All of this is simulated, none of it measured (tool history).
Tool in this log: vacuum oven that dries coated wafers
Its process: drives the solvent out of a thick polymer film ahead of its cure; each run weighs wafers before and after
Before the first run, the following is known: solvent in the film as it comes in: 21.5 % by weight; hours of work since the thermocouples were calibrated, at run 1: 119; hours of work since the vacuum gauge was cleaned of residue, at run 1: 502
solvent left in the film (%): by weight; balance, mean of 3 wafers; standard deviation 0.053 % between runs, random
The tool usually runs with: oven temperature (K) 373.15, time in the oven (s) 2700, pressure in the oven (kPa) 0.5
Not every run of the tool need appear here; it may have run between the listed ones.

run    hour  oven temperature (K)  time in the oven (s)  pressure in the oven (kPa)  hours of work since the thermocouples were calibrated  hours of work since the vacuum gauge was cleaned of residue  solvent left in the film (%)
  1       0                373.15                  2700                         0.5                                                    119                                                          502                          1.71
  2    73.2                373.15                  2700                         0.5                                                    171                                                          553                          1.72
  3     125                373.15                  2700                         0.5                                                    207                                                          589                          1.75
  4   198.4                373.15                  2700                         0.5                                                    258                                                          641                          1.88
  5   279.2                373.15                  2700                         0.5                                                    315                                                          697                          1.82
  6   393.2                373.15                  4260                         0.5                                                    395                                                          777                          0.74
  7   499.6                373.15                  4260                         0.5                                                    470                                                          852                          0.84
  8   547.4                373.15                  4260                         0.5                                                    503                                                          885                          0.81
      554.6  -- vacuum gauge cleaned of residue and calibrated
  9   613.8                373.15                  4260                         0.5                                                    549                                                           41                          0.93
 10   690.4                384.15                  3000                       0.508                                                    602                                                           95                          0.57
 11   783.5                359.15                  3060                       1.134                                                    667                                                          160                          6.08
 12   872.3                359.15                  3060                       1.134                                                    730                                                          223                          6.14
      894.9  -- oven's thermocouples calibrated
 13   947.1                376.15                  4620                         0.5                                                     37                                                          274                          0.67
 14  1014.6                376.15                  4620                         0.5                                                     84                                                          321                          0.68

The logged runs with the hidden state left out (each run's random variation unchanged):
The tool's hidden condition here consists of: true wafer temperature over the reading, C; true pressure over the reading, kPa; drift of the gauge itself on solvent_pct, %.
run  solvent left in the film (%)
  1                          1.67
  2                          1.66
  3                          1.68
  4                          1.78
  5                           1.7
  6                          0.63
  7                           0.7
  8                          0.66
  9                           0.7
 10                          0.41
 11                          5.54
 12                          5.54
 13                          0.48
 14                          0.49
